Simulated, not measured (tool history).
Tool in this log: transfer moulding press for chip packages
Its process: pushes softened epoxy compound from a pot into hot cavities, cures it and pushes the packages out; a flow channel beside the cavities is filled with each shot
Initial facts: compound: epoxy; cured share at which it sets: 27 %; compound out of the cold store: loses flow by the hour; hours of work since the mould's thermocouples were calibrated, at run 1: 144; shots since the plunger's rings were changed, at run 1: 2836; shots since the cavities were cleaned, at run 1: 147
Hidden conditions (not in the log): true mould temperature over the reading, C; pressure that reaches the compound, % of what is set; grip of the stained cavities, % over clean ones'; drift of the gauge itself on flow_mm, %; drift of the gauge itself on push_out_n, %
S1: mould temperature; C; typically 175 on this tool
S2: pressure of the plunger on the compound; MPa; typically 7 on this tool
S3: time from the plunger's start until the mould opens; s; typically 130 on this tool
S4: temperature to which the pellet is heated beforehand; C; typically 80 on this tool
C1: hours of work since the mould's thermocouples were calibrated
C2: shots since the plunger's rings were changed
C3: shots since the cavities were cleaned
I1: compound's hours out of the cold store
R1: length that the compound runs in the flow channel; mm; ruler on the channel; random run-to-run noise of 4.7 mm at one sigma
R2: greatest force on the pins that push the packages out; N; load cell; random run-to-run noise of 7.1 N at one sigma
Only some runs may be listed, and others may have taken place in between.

run,hour,S1,S2,S3,S4,C1,C2,C3,I1,R1,R2
1,0,175,7,130,80,144,2836,147,39.3,504,345
2,37.9,175,7,130,86,160,3041,352,23.5,521,421
3,72.9,175,7,130,86,174,3231,542,11,539,484
4,117.7,175,7,130,86,192,3474,785,10,536,522
# hour 142: cavities cleaned with cleaning compound and waxed
5,142,175,7,130,86,201,3598,1,17.9,519,301
# hour 146.2: mould's thermocouples calibrated
6,167.2,175,7,130,86,8,3723,126,11.4,527,349
7,203.9,175,7,130,86,23,3922,325,33,498,424
# hour 218.8: mould's thermocouples calibrated, once more
8,242.8,175,7,114,80,10,4122,525,22.2,506,501
9,288.1,175,7,114,80,28,4368,771,24.8,507,552
# hour 312.9: cavities cleaned with cleaning compound and waxed
10,313.3,175,7,146,77,38,4496,2,38.4,480,295
11,359.9,167,7,148,80,56,4749,255,44,494,450
12,379.9,170,8.13,148,80,64,4857,363,24.9,555,452
13,412.3,170,8.13,148,80,77,5033,539,32.7,537,499
14,450,173,7.86,118,73,93,5238,744,14.8,549,607

Alternative continuations, all from the tool just after run 14; predict every row:
# hour 482.3: cavities cleaned with cleaning compound and waxed
A,499.3,175,5.45,114,79,112,5497,93,26.6,?,?
# hour 482.3: cavities cleaned with cleaning compound and waxed
B,499.3,175,8.5,168,72,112,5497,93,38.8,?,?
# hour 482.3: cavities cleaned with cleaning compound and waxed
C,499.3,176,6.7,118,73,112,5497,93,32.7,?,?

run,R1,R2
A,428,369
B,511,318
C,464,352
Take away the tool's hidden state, keep each run's random variation, and the runs would have read:
run,R1,R2
A,483,317
B,578,275
C,524,304
